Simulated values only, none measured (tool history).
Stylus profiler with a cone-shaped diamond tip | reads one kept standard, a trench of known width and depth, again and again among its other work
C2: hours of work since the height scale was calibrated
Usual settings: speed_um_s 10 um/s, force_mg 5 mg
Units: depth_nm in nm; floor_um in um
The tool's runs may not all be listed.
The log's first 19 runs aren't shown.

{"run": 20, "hour": 207.2, "speed_um_s": 11, "force_mg": 5, "scans with this tip": 10266, "C2": 1245, "depth_nm": 200.99, "floor_um": 27.1}
{"run": 21, "hour": 214.5, "speed_um_s": 4, "force_mg": 2.1, "scans with this tip": 10293, "C2": 1248, "depth_nm": 199.8, "floor_um": 27.09}
{"run": 22, "hour": 220.7, "speed_um_s": 4, "force_mg": 2.1, "scans with this tip": 10316, "C2": 1251, "depth_nm": 199.92, "floor_um": 27.09}
{"run": 23, "hour": 227.9, "speed_um_s": 4, "force_mg": 2.1, "scans with this tip": 10342, "C2": 1254, "depth_nm": 199.98, "floor_um": 27.06}
{"run": 24, "hour": 239.9, "speed_um_s": 16, "force_mg": 4.27, "scans with this tip": 10386, "C2": 1259, "depth_nm": 200.65, "floor_um": 26.99}
{"hour": 241.1, "done": "height scale calibrated on a step standard"}
{"run": 25, "hour": 250.5, "speed_um_s": 32, "force_mg": 1.93, "scans with this tip": 10424, "C2": 4, "depth_nm": 199.27, "floor_um": 27.06}
{"run": 26, "hour": 259.6, "speed_um_s": 10, "force_mg": 5, "scans with this tip": 10457, "C2": 8, "depth_nm": 200.01, "floor_um": 27.06}
{"run": 27, "hour": 274.5, "speed_um_s": 8, "force_mg": 3.2, "scans with this tip": 10512, "C2": 15, "depth_nm": 199.51, "floor_um": 27.04}
{"run": 28, "hour": 284.0, "speed_um_s": 19, "force_mg": 5, "scans with this tip": 10547, "C2": 19, "depth_nm": 200.1, "floor_um": 27.11}
{"run": 29, "hour": 297.7, "speed_um_s": 19, "force_mg": 5, "scans with this tip": 10597, "C2": 25, "depth_nm": 199.94, "floor_um": 27}
{"run": 30, "hour": 310.2, "speed_um_s": 19, "force_mg": 5, "scans with this tip": 10643, "C2": 31, "depth_nm": 199.98, "floor_um": 27.04}
{"hour": 317.0, "done": "height scale calibrated on a step standard, once more"}
{"run": 31, "hour": 323.8, "speed_um_s": 17, "force_mg": 2.05, "scans with this tip": 10691, "C2": 3, "depth_nm": 200.79, "floor_um": 26.99}
{"run": 32, "hour": 332.5, "speed_um_s": 17, "force_mg": 2.05, "scans with this tip": 10723, "C2": 7, "depth_nm": 201.2, "floor_um": 26.99}
{"run": 33, "hour": 339.2, "speed_um_s": 17, "force_mg": 2.05, "scans with this tip": 10748, "C2": 10, "depth_nm": 201.16, "floor_um": 27.01}
{"run": 34, "hour": 354.2, "speed_um_s": 17, "force_mg": 2.05, "scans with this tip": 10803, "C2": 17, "depth_nm": 201.08, "floor_um": 26.99}
{"run": 35, "hour": 368.2, "speed_um_s": 3, "force_mg": 5, "scans with this tip": 10854, "C2": 23, "depth_nm": 201.89, "floor_um": 27.04}

Forecast each of these 5 alternatives for the next run:
{"run": "A", "hour": 376.4, "speed_um_s": 11, "force_mg": 6.03, "scans with this tip": 10884, "C2": 26, "depth_nm": "?", "floor_um": "?"}
{"run": "B", "hour": 376.4, "speed_um_s": 7, "force_mg": 8.62, "scans with this tip": 10884, "C2": 26, "depth_nm": "?", "floor_um": "?"}
{"run": "C", "hour": 376.4, "speed_um_s": 3, "force_mg": 10.26, "scans with this tip": 10884, "C2": 26, "depth_nm": "?", "floor_um": "?"}
{"run": "D", "hour": 376.4, "speed_um_s": 3, "force_mg": 12.37, "scans with this tip": 10884, "C2": 26, "depth_nm": "?", "floor_um": "?"}
{"run": "E", "hour": 376.4, "speed_um_s": 7, "force_mg": 3.27, "scans with this tip": 10884, "C2": 26, "depth_nm": "?", "floor_um": "?"}

run=A depth_nm=202.14 floor_um=27.03
run=B depth_nm=202.72 floor_um=27.08
run=C depth_nm=202.98 floor_um=27.06
run=D depth_nm=203.52 floor_um=27.03
run=E depth_nm=201.37 floor_um=27.05
Without the tool's hidden state the same runs would have given:
run=A depth_nm=202.1 floor_um=28.03
run=B depth_nm=202.68 floor_um=28.08
run=C depth_nm=202.95 floor_um=28.05
run=D depth_nm=203.49 floor_um=28.03
run=E depth_nm=201.34 floor_um=28.05
